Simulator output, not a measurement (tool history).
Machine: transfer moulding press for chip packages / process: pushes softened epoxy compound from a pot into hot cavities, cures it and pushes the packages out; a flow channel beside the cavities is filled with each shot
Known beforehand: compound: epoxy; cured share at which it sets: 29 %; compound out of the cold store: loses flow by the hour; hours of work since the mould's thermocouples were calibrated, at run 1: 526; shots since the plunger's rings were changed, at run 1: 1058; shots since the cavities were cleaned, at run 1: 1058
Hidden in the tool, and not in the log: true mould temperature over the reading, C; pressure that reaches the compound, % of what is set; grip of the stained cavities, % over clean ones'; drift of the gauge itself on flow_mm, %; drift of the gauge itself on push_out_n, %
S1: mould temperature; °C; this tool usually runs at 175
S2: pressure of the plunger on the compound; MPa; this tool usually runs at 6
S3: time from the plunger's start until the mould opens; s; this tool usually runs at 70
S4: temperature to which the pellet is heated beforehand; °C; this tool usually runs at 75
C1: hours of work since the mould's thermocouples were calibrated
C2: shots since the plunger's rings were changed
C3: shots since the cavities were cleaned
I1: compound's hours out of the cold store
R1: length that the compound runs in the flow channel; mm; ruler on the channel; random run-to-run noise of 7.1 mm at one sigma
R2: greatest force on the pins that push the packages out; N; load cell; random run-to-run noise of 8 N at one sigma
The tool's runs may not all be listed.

run 1 hour=0 | S1=175 S2=6 S3=70 S4=75 | C1=526 C2=1058 C3=1058 | I1=21.9 | R1=764 R2=580
-- hour=8.6 cavities cleaned with cleaning compound and waxed
run 2 hour=32.6 | S1=175 S2=6 S3=70 S4=75 | C1=547 C2=1643 C3=451 | I1=30.3 | R1=752 R2=477
run 3 hour=65.1 | S1=181 S2=6 S3=70 S4=75 | C1=570 C2=2253 C3=1061 | I1=47.1 | R1=674 R2=421
-- hour=74.5 cavities cleaned with cleaning compound and waxed
run 4 hour=100.7 | S1=181 S2=6 S3=70 S4=75 | C1=594 C2=2894 C3=493 | I1=15.1 | R1=758 R2=373
-- hour=115.9 mould's thermocouples calibrated
run 5 hour=133.6 | S1=175 S2=6 S3=70 S4=75 | C1=12 C2=3474 C3=1073 | I1=13.3 | R1=770 R2=538
-- hour=141.8 cavities cleaned with cleaning compound and waxed
run 6 hour=174.6 | S1=175 S2=6 S3=70 S4=75 | C1=40 C2=4218 C3=617 | I1=36.9 | R1=696 R2=487
-- hour=205.2 cavities cleaned with cleaning compound and waxed
run 7 hour=205.2 | S1=176 S2=6 S3=70 S4=75 | C1=60 C2=4763 C3=0 | I1=8.6 | R1=762 R2=341
run 8 hour=225.7 | S1=175 S2=6 S3=70 S4=66 | C1=75 C2=5148 C3=385 | I1=28.6 | R1=710 R2=470
run 9 hour=251.9 | S1=175 S2=6 S3=57 S4=66 | C1=93 C2=5642 C3=879 | I1=21.5 | R1=705 R2=898
-- hour=258 plunger's sealing rings changed
-- hour=271.4 cavities cleaned with cleaning compound and waxed
run 10 hour=293.9 | S1=175 S2=6 S3=70 S4=75 | C1=120 C2=646 C3=422 | I1=47.6 | R1=705 R2=443
run 11 hour=331.7 | S1=175 S2=6 S3=70 S4=75 | C1=146 C2=1357 C3=1133 | I1=15.7 | R1=798 R2=537
-- hour=335.5 cavities cleaned with cleaning compound and waxed
run 12 hour=363 | S1=175 S2=6 S3=70 S4=75 | C1=167 C2=1918 C3=519 | I1=42.9 | R1=685 R2=477
run 13 hour=391.4 | S1=174 S2=6 S3=70 S4=75 | C1=187 C2=2450 C3=1051 | I1=21.1 | R1=767 R2=576
-- hour=399.9 cavities cleaned with cleaning compound and waxed
run 14 hour=409.1 | S1=174 S2=6.12 S3=70 S4=78 | C1=198 C2=2755 C3=174 | I1=47.5 | R1=690 R2=428
run 15 hour=429.4 | S1=172 S2=6 S3=70 S4=77 | C1=212 C2=3137 C3=556 | I1=33.8 | R1=716 R2=604
run 16 hour=448.3 | S1=175 S2=6 S3=86 S4=75 | C1=226 C2=3491 C3=910 | I1=20.5 | R1=746 R2=394
-- hour=464 cavities cleaned with cleaning compound and waxed
run 17 hour=482.5 | S1=175 S2=6 S3=86 S4=75 | C1=248 C2=4105 C3=346 | I1=34.6 | R1=696 R2=336
run 18 hour=507 | S1=175 S2=6 S3=69 S4=75 | C1=266 C2=4566 C3=807 | I1=17.2 | R1=736 R2=539
-- hour=527.7 cavities cleaned with cleaning compound and waxed
run 19 hour=531.8 | S1=175 S2=6 S3=58 S4=75 | C1=282 C2=5005 C3=77 | I1=16 | R1=752 R2=609
-- hour=570 plunger's sealing rings changed
run 20 hour=571.2 | S1=175 S2=6 S3=58 S4=75 | C1=308 C2=23 C3=770 | I1=43.3 | R1=729 R2=778
-- hour=596.1 cavities cleaned with cleaning compound and waxed
run 21 hour=610.3 | S1=175 S2=6.63 S3=70 S4=75 | C1=334 C2=729 C3=266 | I1=30.5 | R1=797 R2=440
run 22 hour=644.5 | S1=176 S2=5.16 S3=85 S4=84 | C1=358 C2=1373 C3=910 | I1=21.6 | R1=712 R2=401
-- hour=659.6 cavities cleaned with cleaning compound and waxed
run 23 hour=681.3 | S1=182 S2=6 S3=70 S4=67 | C1=383 C2=2035 C3=408 | I1=25.1 | R1=733 R2=353
run 24 hour=701.7 | S1=179 S2=6 S3=51 S4=66 | C1=397 C2=2419 C3=792 | I1=32.4 | R1=713 R2=884
-- hour=724.5 cavities cleaned with cleaning compound and waxed
run 25 hour=739.4 | S1=179 S2=6 S3=51 S4=66 | C1=422 C2=3100 C3=282 | I1=20.8 | R1=750 R2=850
run 26 hour=779.3 | S1=175 S2=5.45 S3=86 S4=69 | C1=450 C2=3848 C3=1030 | I1=15.7 | R1=729 R2=412

Predict each of these 3 candidate next runs independently; none follows another, all start after run 26:
-- hour=788.4 cavities cleaned with cleaning compound and waxed
run A hour=811.3 | S1=175 S2=5.97 S3=69 S4=69 | C1=472 C2=4422 C3=431 | I1=19 | R1=? R2=?
-- hour=788.4 cavities cleaned with cleaning compound and waxed
run B hour=811.3 | S1=172 S2=7.01 S3=86 S4=77 | C1=472 C2=4422 C3=431 | I1=47.6 | R1=? R2=?
-- hour=788.4 cavities cleaned with cleaning compound and waxed
run C hour=811.3 | S1=179 S2=6.3 S3=70 S4=67 | C1=472 C2=4422 C3=431 | I1=13.7 | R1=? R2=?

run=A R1=748 R2=518
run=B R1=727 R2=387
run=C R1=761 R2=406
What these runs would have given with no unlogged condition in the tool:
run=A R1=810 R2=364
run=B R1=788 R2=279
run=C R1=825 R2=291
